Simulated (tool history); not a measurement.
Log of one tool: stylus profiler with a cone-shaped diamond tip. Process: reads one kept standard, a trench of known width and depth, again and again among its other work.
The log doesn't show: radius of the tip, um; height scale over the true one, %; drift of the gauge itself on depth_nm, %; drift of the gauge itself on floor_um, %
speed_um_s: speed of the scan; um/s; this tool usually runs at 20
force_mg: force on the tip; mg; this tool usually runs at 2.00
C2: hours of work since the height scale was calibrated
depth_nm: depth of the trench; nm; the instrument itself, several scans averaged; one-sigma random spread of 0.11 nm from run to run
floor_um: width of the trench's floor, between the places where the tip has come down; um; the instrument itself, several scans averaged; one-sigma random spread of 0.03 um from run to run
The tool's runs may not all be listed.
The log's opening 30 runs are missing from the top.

-- hour=2155.0 height scale calibrated on a step standard, once more
run 31 hour=2166.3 | speed_um_s=35 force_mg=2.04 | scans_with_this_tip=15219 C2=5 | depth_nm=201.10 floor_um=27.00
run 32 hour=2217.3 | speed_um_s=65 force_mg=1.75 | scans_with_this_tip=15369 C2=28 | depth_nm=200.90 floor_um=26.79
run 33 hour=2310.8 | speed_um_s=9 force_mg=3.36 | scans_with_this_tip=15643 C2=71 | depth_nm=201.24 floor_um=27.20
run 34 hour=2402.8 | speed_um_s=16 force_mg=3.18 | scans_with_this_tip=15914 C2=113 | depth_nm=201.23 floor_um=27.15
run 35 hour=2460.1 | speed_um_s=9 force_mg=1.73 | scans_with_this_tip=16082 C2=139 | depth_nm=200.87 floor_um=27.24
run 36 hour=2532.9 | speed_um_s=8 force_mg=0.97 | scans_with_this_tip=16296 C2=172 | depth_nm=200.57 floor_um=27.15
run 37 hour=2604.2 | speed_um_s=20 force_mg=2.92 | scans_with_this_tip=16505 C2=204 | depth_nm=201.27 floor_um=27.00
run 38 hour=2691.7 | speed_um_s=33 force_mg=0.69 | scans_with_this_tip=16762 C2=244 | depth_nm=200.37 floor_um=26.77
run 39 hour=2736.6 | speed_um_s=33 force_mg=0.69 | scans_with_this_tip=16894 C2=265 | depth_nm=200.57 floor_um=26.82

5 ways to go on from here, each from the tool as it stands after run 39. What would each give?
run A hour=2780.2 | speed_um_s=33 force_mg=2.70 | scans_with_this_tip=17022 C2=285 | depth_nm=? floor_um=?
run B hour=2780.2 | speed_um_s=62 force_mg=5.55 | scans_with_this_tip=17022 C2=285 | depth_nm=? floor_um=?
run C hour=2780.2 | speed_um_s=61 force_mg=1.23 | scans_with_this_tip=17022 C2=285 | depth_nm=? floor_um=?
run D hour=2780.2 | speed_um_s=33 force_mg=5.63 | scans_with_this_tip=17022 C2=285 | depth_nm=? floor_um=?
run E hour=2780.2 | speed_um_s=20 force_mg=1.09 | scans_with_this_tip=17022 C2=285 | depth_nm=? floor_um=?

run=A depth_nm=201.07 floor_um=26.94
run=B depth_nm=201.94 floor_um=26.87
run=C depth_nm=200.59 floor_um=26.65
run=D depth_nm=202.09 floor_um=27.04
run=E depth_nm=200.46 floor_um=27.06
With the hidden condition removed and each run's random variation left untouched, the same runs would have given:
run=A depth_nm=201.26 floor_um=27.80
run=B depth_nm=202.12 floor_um=27.73
run=C depth_nm=200.77 floor_um=27.51
run=D depth_nm=202.27 floor_um=27.90
run=E depth_nm=200.64 floor_um=27.91
